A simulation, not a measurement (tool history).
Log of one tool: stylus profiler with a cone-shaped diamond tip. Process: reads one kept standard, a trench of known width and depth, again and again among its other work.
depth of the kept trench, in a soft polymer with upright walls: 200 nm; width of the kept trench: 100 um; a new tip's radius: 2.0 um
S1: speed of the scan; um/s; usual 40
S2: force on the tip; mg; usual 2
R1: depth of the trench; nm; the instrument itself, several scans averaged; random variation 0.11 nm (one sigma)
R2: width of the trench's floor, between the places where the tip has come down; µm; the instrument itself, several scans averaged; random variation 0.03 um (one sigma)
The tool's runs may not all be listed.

run 1 hour=0 | S1=40 S2=2 | R1=201.05 R2=97.95
run 2 hour=40.6 | S1=40 S2=2 | R1=201.44 R2=97.96
run 3 hour=90.1 | S1=40 S2=2 | R1=201.27 R2=97.87
run 4 hour=127.7 | S1=40 S2=2 | R1=201.26 R2=97.91
run 5 hour=194.7 | S1=40 S2=2 | R1=201.33 R2=97.95
run 6 hour=253.8 | S1=40 S2=2 | R1=201.36 R2=97.96
run 7 hour=295.8 | S1=40 S2=2 | R1=201.39 R2=97.94
-- hour=305.5 height scale calibrated on a step standard
run 8 hour=339.7 | S1=40 S2=1.38 | R1=201.07 R2=97.87
run 9 hour=384.5 | S1=40 S2=1.38 | R1=200.96 R2=97.88
run 10 hour=417.7 | S1=40 S2=4.15 | R1=202.16 R2=98.06
run 11 hour=476.3 | S1=40 S2=2 | R1=201.39 R2=97.95
run 12 hour=526.8 | S1=40 S2=2 | R1=201.37 R2=97.91
run 13 hour=583 | S1=40 S2=2 | R1=201.34 R2=97.99
run 14 hour=622.4 | S1=40 S2=2 | R1=201.16 R2=98.01
run 15 hour=674.9 | S1=40 S2=2 | R1=201.2 R2=97.99
run 16 hour=711.9 | S1=40 S2=2 | R1=201.35 R2=97.95
run 17 hour=747.7 | S1=40 S2=2 | R1=201.26 R2=98.01
run 18 hour=775 | S1=40 S2=2 | R1=201.21 R2=97.96
run 19 hour=842.4 | S1=40 S2=2 | R1=201.57 R2=97.96
run 20 hour=907.2 | S1=40 S2=0.75 | R1=200.71 R2=97.72
run 21 hour=964.1 | S1=40 S2=2 | R1=201.37 R2=97.96
run 22 hour=1022.4 | S1=40 S2=2.4 | R1=201.27 R2=97.99
run 23 hour=1070.1 | S1=40 S2=2.4 | R1=201.42 R2=98
run 24 hour=1103.2 | S1=40 S2=2.4 | R1=201.38 R2=97.98
run 25 hour=1135.1 | S1=36 S2=4.15 | R1=202 R2=98.07
run 26 hour=1172.9 | S1=36 S2=2.13 | R1=201.33 R2=97.94
run 27 hour=1232.2 | S1=72 S2=3.63 | R1=202.04 R2=97.84
run 28 hour=1297.6 | S1=123 S2=2.26 | R1=201.28 R2=97.42
run 29 hour=1354.6 | S1=123 S2=2.26 | R1=201.31 R2=97.39
run 30 hour=1410.7 | S1=43 S2=1.67 | R1=201.29 R2=97.85
run 31 hour=1444.8 | S1=110 S2=1.39 | R1=200.98 R2=97.26
run 32 hour=1494.9 | S1=51 S2=2 | R1=201.22 R2=97.85
run 33 hour=1527.4 | S1=51 S2=2 | R1=201.12 R2=97.84
run 34 hour=1559.6 | S1=51 S2=2 | R1=201.16 R2=97.83
run 35 hour=1625.7 | S1=51 S2=2 | R1=201.03 R2=97.91
run 36 hour=1654.7 | S1=118 S2=1.67 | R1=201.04 R2=97.32
run 37 hour=1691.6 | S1=39 S2=3.49 | R1=201.74 R2=97.98
run 38 hour=1733.7 | S1=13 S2=4.79 | R1=202.33 R2=98.14
run 39 hour=1777.9 | S1=18 S2=2 | R1=201.37 R2=98.09
run 40 hour=1835.6 | S1=87 S2=1.34 | R1=200.77 R2=97.51
run 41 hour=1902.3 | S1=22 S2=3.89 | R1=201.83 R2=98.1
run 42 hour=1957 | S1=22 S2=3.89 | R1=201.95 R2=98.15
run 43 hour=2003.1 | S1=25 S2=4.35 | R1=202.11 R2=98.1
run 44 hour=2035.2 | S1=85 S2=1.3 | R1=200.95 R2=97.46
run 45 hour=2063.2 | S1=85 S2=2.63 | R1=201.46 R2=97.66
run 46 hour=2110.5 | S1=19 S2=2.35 | R1=201.29 R2=98.15

The same runs without the tool's hidden state, with the same run-to-run variation:
The hidden state here: radius of the tip, um; height scale over the true one, %; drift of the gauge itself on depth_nm, %; drift of the gauge itself on floor_um, %.
run=1 R2=97.96
run=2 R2=97.98
run=3 R2=97.88
run=4 R2=97.92
run=5 R2=97.96
run=6 R2=97.97
run=7 R2=97.96
run=8 R2=97.88
run=9 R2=97.9
run=10 R2=98.08
run=11 R2=97.97
run=12 R2=97.93
run=13 R2=98
run=14 R2=98.03
run=15 R2=98.01
run=16 R2=97.97
run=17 R2=98.03
run=18 R2=97.98
run=19 R2=97.98
run=20 R2=97.74
run=21 R2=97.98
run=22 R2=98.01
run=23 R2=98.02
run=24 R2=98
run=25 R2=98.1
run=26 R2=97.96
run=27 R2=97.86
run=28 R2=97.44
run=29 R2=97.41
run=30 R2=97.87
run=31 R2=97.29
run=32 R2=97.88
run=33 R2=97.86
run=34 R2=97.85
run=35 R2=97.94
run=36 R2=97.34
run=37 R2=98.01
run=38 R2=98.16
run=39 R2=98.12
run=40 R2=97.54
run=41 R2=98.13
run=42 R2=98.18
run=43 R2=98.13
run=44 R2=97.49
run=45 R2=97.69
run=46 R2=98.18
R1: within 0.02 nm of the measured result in every run.
